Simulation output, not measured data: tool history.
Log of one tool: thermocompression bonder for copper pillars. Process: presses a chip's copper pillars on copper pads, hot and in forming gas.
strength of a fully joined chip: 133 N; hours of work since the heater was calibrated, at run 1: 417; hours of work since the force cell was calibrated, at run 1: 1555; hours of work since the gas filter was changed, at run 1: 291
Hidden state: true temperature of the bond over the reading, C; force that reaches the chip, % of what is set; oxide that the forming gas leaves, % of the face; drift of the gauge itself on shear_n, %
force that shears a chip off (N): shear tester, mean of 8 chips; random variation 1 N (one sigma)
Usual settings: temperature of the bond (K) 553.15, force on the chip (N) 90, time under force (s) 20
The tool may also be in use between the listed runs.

| run | hour | temperature of the bond (K) | force on the chip (N) | time under force (s) | hours of work since the heater was calibrated | hours of work since the force cell was calibrated | hours of work since the gas filter was changed | force that shears a chip off (N) |
|---|---|---|---|---|---|---|---|---|
| 1 | 0 | 553.15 | 90 | 20 | 417 | 1555 | 291 | 74.1 |
|  | 39.7 | forming gas filter changed |
| 2 | 63.6 | 553.15 | 90 | 20 | 449 | 1586 | 12 | 81.7 |
| 3 | 135.3 | 553.15 | 90 | 20 | 485 | 1623 | 48 | 82 |
| 4 | 212.7 | 553.15 | 90 | 20 | 525 | 1662 | 87 | 78.1 |
| 5 | 271.6 | 541.15 | 90 | 20 | 554 | 1692 | 117 | 69.1 |
| 6 | 344.4 | 557.15 | 90 | 20 | 591 | 1728 | 154 | 79.3 |
| 7 | 392.4 | 531.15 | 90 | 20 | 615 | 1753 | 178 | 60 |
| 8 | 451.2 | 553.15 | 90 | 20 | 645 | 1782 | 208 | 75.7 |
| 9 | 527.1 | 553.15 | 90 | 20 | 683 | 1821 | 246 | 72.7 |
|  | 536.1 | heater calibrated with a thermocouple chip |
| 10 | 609.4 | 553.15 | 90 | 20 | 37 | 1861 | 287 | 73.1 |
|  | 657.2 | forming gas filter changed |
| 11 | 688.2 | 553.15 | 90 | 23 | 77 | 1901 | 16 | 84.1 |
| 12 | 779.3 | 553.15 | 120 | 27 | 123 | 1947 | 62 | 98.6 |
|  | 833.8 | heater calibrated with a thermocouple chip, once more |
| 13 | 858.1 | 583.15 | 63 | 27 | 12 | 1986 | 101 | 86.2 |
|  | 880.6 | force cell calibrated |
| 14 | 940.5 | 567.15 | 86 | 20 | 53 | 30 | 142 | 88 |
| 15 | 983.7 | 567.15 | 86 | 20 | 75 | 52 | 163 | 86.7 |
| 16 | 1054.3 | 547.15 | 103 | 33 | 111 | 88 | 199 | 93.8 |
| 17 | 1101.7 | 531.15 | 90 | 20 | 135 | 112 | 223 | 63 |

The next listed run, before its measurement:
| 18 | 1196.3 | 533.15 | 73 | 14 | 183 | 160 | 271 | ? |

force that shears a chip off (N): 45.9
Without the tool's hidden state the same run would have given force that shears a chip off (N) 52.

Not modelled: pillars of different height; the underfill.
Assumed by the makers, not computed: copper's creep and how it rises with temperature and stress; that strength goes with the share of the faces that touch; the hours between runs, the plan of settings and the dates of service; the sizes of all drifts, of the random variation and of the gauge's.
